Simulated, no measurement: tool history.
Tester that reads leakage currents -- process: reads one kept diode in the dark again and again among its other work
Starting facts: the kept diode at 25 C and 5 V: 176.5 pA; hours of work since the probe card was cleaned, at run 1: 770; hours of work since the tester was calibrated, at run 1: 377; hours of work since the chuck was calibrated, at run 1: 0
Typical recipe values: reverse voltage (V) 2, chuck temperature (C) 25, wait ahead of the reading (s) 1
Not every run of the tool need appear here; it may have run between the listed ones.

run	hour	reverse voltage (V)	chuck temperature (C)	wait ahead of the reading (s)	hours of work since the probe card was cleaned	hours of work since the tester was calibrated	hours of work since the chuck was calibrated	current that the tester gives (pA)
1	0	2	25	1	770	377	0	129.98
2	174.3	2	25	1	852	460	82	128.65
3	340.5	2	25	1	931	538	161	128.14
4	474	2	25	1	994	601	224	127.38
5	632.3	2	25	1	1069	676	299	126.65
6	809.5	2	25	1	1153	760	383	126.4
7	896	2	20	1	1194	801	424	80.07
8	990	2	20	1	1238	846	468	80.24
9	1124.7	2	20	1	1302	909	532	79.47
10	1300	2	25	0.48	1385	992	615	124.87
11	1387.7	2	25	0.48	1426	1034	657	123.74
12	1508.8	2	25	0.48	1484	1091	714	123.59
13	1640.7	2.54	46	5.84	1546	1154	776	772
14	1724.8	2.02	40	1.4	1586	1193	816	438.38

Branching from run 14: 5 alternative next runs. What would each branch give?
A	1808.7	2.02	40	0.55	1625	1233	856	?
B	1808.7	15.01	45	3.27	1625	1233	856	?
C	1808.7	2.02	40	0.38	1625	1233	856	?
D	1808.7	15.75	49	4.3	1625	1233	856	?
E	1808.7	1.39	37	5.57	1625	1233	856	?

run	current that the tester gives (pA)
A	437.7
B	1286.17
C	437.63
D	1801.39
E	302.89
With no hidden state in the tool, these same runs would have given:
run	current that the tester gives (pA)
A	468.72
B	1367.78
C	468.63
D	1916.47
E	324.85

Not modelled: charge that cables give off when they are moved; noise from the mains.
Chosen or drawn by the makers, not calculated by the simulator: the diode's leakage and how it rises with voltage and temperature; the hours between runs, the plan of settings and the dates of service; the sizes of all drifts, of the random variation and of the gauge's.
